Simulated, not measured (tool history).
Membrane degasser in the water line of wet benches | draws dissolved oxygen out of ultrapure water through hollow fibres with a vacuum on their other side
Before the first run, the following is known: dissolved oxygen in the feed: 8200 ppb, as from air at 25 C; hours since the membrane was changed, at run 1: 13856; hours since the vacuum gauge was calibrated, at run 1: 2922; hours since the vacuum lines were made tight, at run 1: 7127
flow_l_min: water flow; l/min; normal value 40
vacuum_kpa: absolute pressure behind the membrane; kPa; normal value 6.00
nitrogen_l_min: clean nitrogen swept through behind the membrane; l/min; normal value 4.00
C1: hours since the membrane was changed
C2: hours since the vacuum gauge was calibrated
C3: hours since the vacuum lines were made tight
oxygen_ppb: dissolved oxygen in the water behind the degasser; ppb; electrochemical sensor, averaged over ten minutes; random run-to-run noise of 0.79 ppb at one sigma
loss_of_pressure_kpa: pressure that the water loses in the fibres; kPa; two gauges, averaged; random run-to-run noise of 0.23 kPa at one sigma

run 1 day=0.000 | flow_l_min=40 vacuum_kpa=6.00 nitrogen_l_min=4.00 | C1=13856 C2=2922 C3=7127 | oxygen_ppb=80.1 loss_of_pressure_kpa=62.49
run 2 day=8.621 | flow_l_min=40 vacuum_kpa=6.00 nitrogen_l_min=4.00 | C1=14063 C2=3129 C3=7333 | oxygen_ppb=79.3 loss_of_pressure_kpa=62.57
run 3 day=15.142 | flow_l_min=40 vacuum_kpa=6.90 nitrogen_l_min=4.00 | C1=14220 C2=3286 C3=7490 | oxygen_ppb=100.9 loss_of_pressure_kpa=62.57
run 4 day=22.771 | flow_l_min=40 vacuum_kpa=6.00 nitrogen_l_min=4.00 | C1=14403 C2=3469 C3=7673 | oxygen_ppb=80.7 loss_of_pressure_kpa=62.59
-- day=26.617 vacuum gauge calibrated
run 5 day=37.538 | flow_l_min=39 vacuum_kpa=6.00 nitrogen_l_min=4.00 | C1=14757 C2=262 C3=8027 | oxygen_ppb=76.4 loss_of_pressure_kpa=61.21
run 6 day=45.633 | flow_l_min=39 vacuum_kpa=6.00 nitrogen_l_min=4.00 | C1=14951 C2=456 C3=8221 | oxygen_ppb=76.8 loss_of_pressure_kpa=61.02
run 7 day=53.317 | flow_l_min=26 vacuum_kpa=6.00 nitrogen_l_min=4.00 | C1=15136 C2=641 C3=8406 | oxygen_ppb=45.6 loss_of_pressure_kpa=40.69
run 8 day=61.358 | flow_l_min=26 vacuum_kpa=6.00 nitrogen_l_min=4.00 | C1=15329 C2=834 C3=8599 | oxygen_ppb=45.0 loss_of_pressure_kpa=41.15
run 9 day=69.650 | flow_l_min=26 vacuum_kpa=6.00 nitrogen_l_min=4.00 | C1=15528 C2=1033 C3=8798 | oxygen_ppb=45.9 loss_of_pressure_kpa=41.35
run 10 day=82.917 | flow_l_min=40 vacuum_kpa=6.00 nitrogen_l_min=4.00 | C1=15846 C2=1351 C3=9116 | oxygen_ppb=81.8 loss_of_pressure_kpa=63.28
run 11 day=97.846 | flow_l_min=40 vacuum_kpa=6.00 nitrogen_l_min=4.00 | C1=16204 C2=1709 C3=9474 | oxygen_ppb=80.8 loss_of_pressure_kpa=63.52
run 12 day=112.629 | flow_l_min=40 vacuum_kpa=6.00 nitrogen_l_min=4.00 | C1=16559 C2=2064 C3=9829 | oxygen_ppb=81.2 loss_of_pressure_kpa=63.72
run 13 day=118.988 | flow_l_min=40 vacuum_kpa=6.00 nitrogen_l_min=4.00 | C1=16712 C2=2217 C3=9982 | oxygen_ppb=81.6 loss_of_pressure_kpa=63.73
-- day=124.758 seals of the vacuum lines changed
run 14 day=132.858 | flow_l_min=40 vacuum_kpa=6.00 nitrogen_l_min=4.00 | C1=17043 C2=2548 C3=194 | oxygen_ppb=81.2 loss_of_pressure_kpa=63.69
run 15 day=140.183 | flow_l_min=40 vacuum_kpa=6.00 nitrogen_l_min=4.00 | C1=17218 C2=2724 C3=370 | oxygen_ppb=80.8 loss_of_pressure_kpa=63.34
run 16 day=147.946 | flow_l_min=26 vacuum_kpa=6.00 nitrogen_l_min=4.00 | C1=17405 C2=2910 C3=556 | oxygen_ppb=45.2 loss_of_pressure_kpa=41.45
run 17 day=154.096 | flow_l_min=34 vacuum_kpa=10.57 nitrogen_l_min=1.72 | C1=17552 C2=3057 C3=704 | oxygen_ppb=322.6 loss_of_pressure_kpa=54.23
run 18 day=168.979 | flow_l_min=41 vacuum_kpa=14.46 nitrogen_l_min=4.00 | C1=17910 C2=3415 C3=1061 | oxygen_ppb=281.5 loss_of_pressure_kpa=65.13
-- day=175.096 vacuum gauge calibrated
run 19 day=175.096 | flow_l_min=41 vacuum_kpa=14.46 nitrogen_l_min=4.00 | C1=18056 C2=0 C3=1208 | oxygen_ppb=279.5 loss_of_pressure_kpa=65.58
run 20 day=185.117 | flow_l_min=41 vacuum_kpa=14.46 nitrogen_l_min=4.00 | C1=18296 C2=241 C3=1448 | oxygen_ppb=283.6 loss_of_pressure_kpa=65.65
run 21 day=192.642 | flow_l_min=57 vacuum_kpa=14.46 nitrogen_l_min=6.87 | C1=18477 C2=421 C3=1629 | oxygen_ppb=295.4 loss_of_pressure_kpa=91.72
run 22 day=204.604 | flow_l_min=53 vacuum_kpa=4.26 nitrogen_l_min=6.87 | C1=18764 C2=708 C3=1916 | oxygen_ppb=79.6 loss_of_pressure_kpa=85.00
run 23 day=215.538 | flow_l_min=53 vacuum_kpa=4.26 nitrogen_l_min=6.87 | C1=19026 C2=971 C3=2178 | oxygen_ppb=81.6 loss_of_pressure_kpa=85.61
run 24 day=228.158 | flow_l_min=29 vacuum_kpa=6.64 nitrogen_l_min=3.53 | C1=19329 C2=1274 C3=2481 | oxygen_ppb=71.7 loss_of_pressure_kpa=46.97
run 25 day=238.712 | flow_l_min=36 vacuum_kpa=14.04 nitrogen_l_min=10.45 | C1=19583 C2=1527 C3=2734 | oxygen_ppb=101.6 loss_of_pressure_kpa=58.31
run 26 day=251.988 | flow_l_min=36 vacuum_kpa=14.04 nitrogen_l_min=10.45 | C1=19901 C2=1845 C3=3053 | oxygen_ppb=102.9 loss_of_pressure_kpa=58.14
run 27 day=265.638 | flow_l_min=36 vacuum_kpa=14.04 nitrogen_l_min=10.45 | C1=20229 C2=2173 C3=3381 | oxygen_ppb=100.8 loss_of_pressure_kpa=58.43
run 28 day=279.929 | flow_l_min=45 vacuum_kpa=5.66 nitrogen_l_min=2.98 | C1=20572 C2=2516 C3=3724 | oxygen_ppb=118.7 loss_of_pressure_kpa=73.07
run 29 day=287.758 | flow_l_min=55 vacuum_kpa=6.00 nitrogen_l_min=11.24 | C1=20760 C2=2704 C3=3911 | oxygen_ppb=105.9 loss_of_pressure_kpa=89.48
run 30 day=300.400 | flow_l_min=40 vacuum_kpa=6.00 nitrogen_l_min=5.58 | C1=21063 C2=3007 C3=4215 | oxygen_ppb=65.4 loss_of_pressure_kpa=64.92
run 31 day=313.350 | flow_l_min=48 vacuum_kpa=9.09 nitrogen_l_min=3.11 | C1=21374 C2=3318 C3=4526 | oxygen_ppb=248.5 loss_of_pressure_kpa=78.42

Here are 4 independent what-if runs from the current tool condition. What would each one return?
run A day=322.496 | flow_l_min=48 vacuum_kpa=4.84 nitrogen_l_min=9.39 | C1=21593 C2=3538 C3=4745 | oxygen_ppb=? loss_of_pressure_kpa=?
run B day=322.496 | flow_l_min=38 vacuum_kpa=9.09 nitrogen_l_min=3.11 | C1=21593 C2=3538 C3=4745 | oxygen_ppb=? loss_of_pressure_kpa=?
run C day=322.496 | flow_l_min=40 vacuum_kpa=6.00 nitrogen_l_min=1.69 | C1=21593 C2=3538 C3=4745 | oxygen_ppb=? loss_of_pressure_kpa=?
run D day=322.496 | flow_l_min=55 vacuum_kpa=6.00 nitrogen_l_min=1.67 | C1=21593 C2=3538 C3=4745 | oxygen_ppb=? loss_of_pressure_kpa=?

run=A oxygen_ppb=62.2 loss_of_pressure_kpa=78.32
run=B oxygen_ppb=179.1 loss_of_pressure_kpa=62.15
run=C oxygen_ppb=162.4 loss_of_pressure_kpa=65.30
run=D oxygen_ppb=263.3 loss_of_pressure_kpa=90.49
With no hidden state in the tool, these same runs would have given:
run=A oxygen_ppb=39.7 loss_of_pressure_kpa=68.86
run=B oxygen_ppb=168.0 loss_of_pressure_kpa=54.63
run=C oxygen_ppb=147.0 loss_of_pressure_kpa=57.43
run=D oxygen_ppb=222.0 loss_of_pressure_kpa=79.58

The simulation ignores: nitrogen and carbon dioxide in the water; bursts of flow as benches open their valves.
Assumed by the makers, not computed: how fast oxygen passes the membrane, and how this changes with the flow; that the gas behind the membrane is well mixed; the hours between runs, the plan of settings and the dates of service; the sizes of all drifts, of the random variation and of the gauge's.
